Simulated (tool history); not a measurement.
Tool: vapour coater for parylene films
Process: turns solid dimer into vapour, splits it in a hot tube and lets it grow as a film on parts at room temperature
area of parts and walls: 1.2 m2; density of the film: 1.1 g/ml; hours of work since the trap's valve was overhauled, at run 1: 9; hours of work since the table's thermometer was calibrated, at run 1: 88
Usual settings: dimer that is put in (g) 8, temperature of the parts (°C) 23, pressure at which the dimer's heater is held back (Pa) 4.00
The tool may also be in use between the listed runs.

| run | hour | dimer that is put in (g) | temperature of the parts (°C) | pressure at which the dimer's heater is held back (Pa) | hours of work since the trap's valve was overhauled | hours of work since the table's thermometer was calibrated | thickness of the film (µm) |
|---|---|---|---|---|---|---|---|
| 1 | 0.0 | 8 | 23 | 4.00 | 9 | 88 | 4.53 |
| 2 | 25.1 | 8 | 32 | 4.00 | 22 | 102 | 2.94 |
| 3 | 41.1 | 8 | 23 | 4.00 | 31 | 110 | 4.45 |
| 4 | 56.6 | 8 | 23 | 4.00 | 39 | 118 | 4.42 |
| 5 | 67.4 | 10 | 23 | 4.00 | 44 | 124 | 5.58 |
| 6 | 82.1 | 10 | 23 | 4.00 | 52 | 132 | 5.48 |
| 7 | 101.6 | 10 | 23 | 4.00 | 63 | 142 | 5.39 |
| 8 | 124.3 | 8 | 30 | 4.00 | 75 | 154 | 3.12 |
| 9 | 144.7 | 8 | 30 | 4.00 | 85 | 165 | 3.07 |
| 10 | 163.4 | 8 | 30 | 4.00 | 95 | 175 | 3.11 |
| 11 | 179.8 | 8 | 23 | 2.26 | 104 | 183 | 4.47 |
| 12 | 197.9 | 11 | 18 | 10.32 | 114 | 193 | 6.95 |
| 13 | 216.3 | 3 | 23 | 4.00 | 123 | 203 | 1.57 |
| 14 | 242.0 | 3 | 23 | 4.00 | 137 | 216 | 1.57 |
| 15 | 261.3 | 6 | 23 | 4.00 | 147 | 227 | 3.09 |
| 16 | 278.3 | 6 | 23 | 4.00 | 156 | 236 | 3.09 |
| 17 | 289.6 | 6 | 23 | 4.89 | 162 | 241 | 3.06 |

Forecast run 18:
| 18 | 305.3 | 6 | 23 | 4.89 | 170 | 250 | ? |

{"run 18": {"thickness of the film (µm)": 3.03}}
Without the tool's hidden state the same run would have given thickness of the film (µm) 3.37.
